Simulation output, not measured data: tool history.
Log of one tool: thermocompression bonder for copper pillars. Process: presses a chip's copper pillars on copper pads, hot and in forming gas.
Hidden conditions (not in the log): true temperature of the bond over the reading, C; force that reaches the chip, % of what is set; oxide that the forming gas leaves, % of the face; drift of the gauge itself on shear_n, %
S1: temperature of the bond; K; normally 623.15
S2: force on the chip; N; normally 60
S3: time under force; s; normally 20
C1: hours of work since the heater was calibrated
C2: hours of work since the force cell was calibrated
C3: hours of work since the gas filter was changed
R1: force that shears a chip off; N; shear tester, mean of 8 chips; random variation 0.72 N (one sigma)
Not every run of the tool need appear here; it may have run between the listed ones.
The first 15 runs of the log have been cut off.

run	hour	S1	S2	S3	C1	C2	C3	R1
16	356.6	623.15	60	20	664	608	243	102.0
17	388.2	620.15	60	20	679	624	258	99.2
18	428.5	601.15	85	20	698	643	277	105.2
19	468.5	630.15	85	20	717	662	297	126.6
20	503.7	623.15	50	35	734	679	314	107.8
21	531.2	623.15	77	21	748	692	327	116.8
22	564.2	623.15	77	21	764	708	343	115.1
23	590.6	637.15	77	21	776	721	355	127.0
24	610.5	652.15	54	52	786	731	365	140.3
25	645.7	628.15	54	18	803	748	382	97.0
26	673.2	606.15	72	20	816	761	395	97.9
27	711.9	636.15	66	20	835	779	414	117.4
28	742.9	615.15	60	42	850	794	429	115.9
29	763.5	609.15	65	26	859	804	439	101.1
30	795.9	637.15	65	17	875	820	454	113.0
# hour 834.7: forming gas filter changed
31	835.0	637.15	65	17	894	839	0	112.8
32	871.0	637.15	65	17	911	856	18	111.6
33	913.3	637.15	65	17	931	876	38	113.0
34	949.5	637.15	65	17	949	894	55	112.6

5 options for the next run, each taken on its own from the tool as it stands now. Forecast them:
A	970.8	623.15	69	20	959	904	66	?
B	970.8	651.15	54	15	959	904	66	?
C	970.8	637.15	64	43	959	904	66	?
D	970.8	618.15	60	20	959	904	66	?
E	970.8	623.15	80	17	959	904	66	?

run	R1
A	111.6
B	108.0
C	134.6
D	97.6
E	114.1
With the hidden condition removed and each run's random variation left untouched, the same runs would have given:
run	R1
A	111.3
B	107.7
C	134.4
D	97.3
E	113.8
